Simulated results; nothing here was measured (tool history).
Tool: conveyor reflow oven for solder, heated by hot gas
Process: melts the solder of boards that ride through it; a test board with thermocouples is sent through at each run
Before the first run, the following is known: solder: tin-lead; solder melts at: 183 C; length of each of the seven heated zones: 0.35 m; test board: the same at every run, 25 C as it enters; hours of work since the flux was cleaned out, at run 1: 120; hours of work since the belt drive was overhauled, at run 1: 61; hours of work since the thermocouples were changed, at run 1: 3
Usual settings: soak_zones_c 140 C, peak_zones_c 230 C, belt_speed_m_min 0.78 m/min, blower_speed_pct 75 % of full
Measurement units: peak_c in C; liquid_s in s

run	hour	soak_zones_c	peak_zones_c	belt_speed_m_min	blower_speed_pct	hours of work since the flux was cleaned out	hours of work since the belt drive was overhauled	hours of work since the thermocouples were changed	peak_c	liquid_s
1	0	140	230	0.78	75	120	61	3	217.3	41.47
2	51	140	230	0.78	75	153	94	36	217.1	41.38
3	117.4	140	238	0.78	75	195	137	79	223.7	44.42
# hour 185.5: flux residue cleaned out of gas plates and filters
4	199.1	140	238	0.78	75	9	186	128	225.2	45.61
5	246.1	140	230	0.826	75	39	217	158	216.2	38.7
6	296.7	140	230	0.78	75	72	249	191	217.7	41.89
7	335.1	140	230	0.78	75	96	274	216	217.2	42.04
8	419.8	140	230	0.78	75	151	329	270	217.1	41.6
9	457	140	230	0.682	75	175	353	294	220	49.96
10	525.3	151	230	0.682	75	219	397	338	221	53.57
# hour 556: flux residue cleaned out of gas plates and filters
11	583.9	151	219	0.682	75	18	431	373	211.7	49.24
12	629	148	219	0.682	75	47	460	402	211.3	48.01
13	713.8	148	219	0.682	75	102	515	456	210.7	47.76
14	751.4	147	219	0.682	75	126	539	481	210.6	47.2
15	835.3	147	219	0.682	75	180	593	535	210	46.77
16	882.8	147	240	0.715	75	211	624	565	228.1	52.96
# hour 925.7: flux residue cleaned out of gas plates and filters
17	932.4	154	240	0.652	75	4	652	594	232.1	61.91
# hour 1018.5: thermocouples of zones 6 and 7 changed
18	1018.9	148	225	0.724	52	59	707	0	212.9	44.98
19	1102.9	148	225	0.724	52	113	761	54	212.6	44.61
20	1146.3	126	224	0.724	53	141	789	82	208.2	35.12
21	1188.7	140	221	0.812	88	168	816	110	209.8	36.39
22	1235	154	221	0.812	75	198	846	139	210.4	40.75
# hour 1295.7: flux residue cleaned out of gas plates and filters
23	1321.7	155	234	0.745	75	17	899	192	225.3	52.29
24	1396.9	155	225	0.764	79	65	947	241	216.7	47.62
# hour 1460.4: belt drive overhauled, speed set with a stopwatch
25	1476.9	140	230	0.662	75	114	11	289	221.3	52.08
26	1552.5	140	230	0.78	58	163	59	338	214.2	39.38
27	1633.1	140	236	0.78	75	215	111	390	221.8	43.55
# hour 1668: flux residue cleaned out of gas plates and filters
28	1708.4	140	235	0.78	82	26	157	435	223.2	44.61
29	1768.9	140	235	0.78	82	65	195	474	223.1	44.37

Predict each of these 4 candidate next runs independently; none follows another, all start after run 29:
A	1839.5	140	230	0.726	75	110	241	520	?	?
B	1839.5	140	220	0.78	86	110	241	520	?	?
C	1839.5	140	237	0.78	55	110	241	520	?	?
D	1839.5	149	230	0.885	61	110	241	520	?	?

run	peak_c	liquid_s
A	218.9	46.07
B	209.4	37.69
C	219.7	42.33
D	212.7	35.64
With the hidden condition removed and each run's random variation left untouched, the same runs would have given:
run	peak_c	liquid_s
A	220.2	46.8
B	210.7	38.73
C	221	43.02
D	214	36.46

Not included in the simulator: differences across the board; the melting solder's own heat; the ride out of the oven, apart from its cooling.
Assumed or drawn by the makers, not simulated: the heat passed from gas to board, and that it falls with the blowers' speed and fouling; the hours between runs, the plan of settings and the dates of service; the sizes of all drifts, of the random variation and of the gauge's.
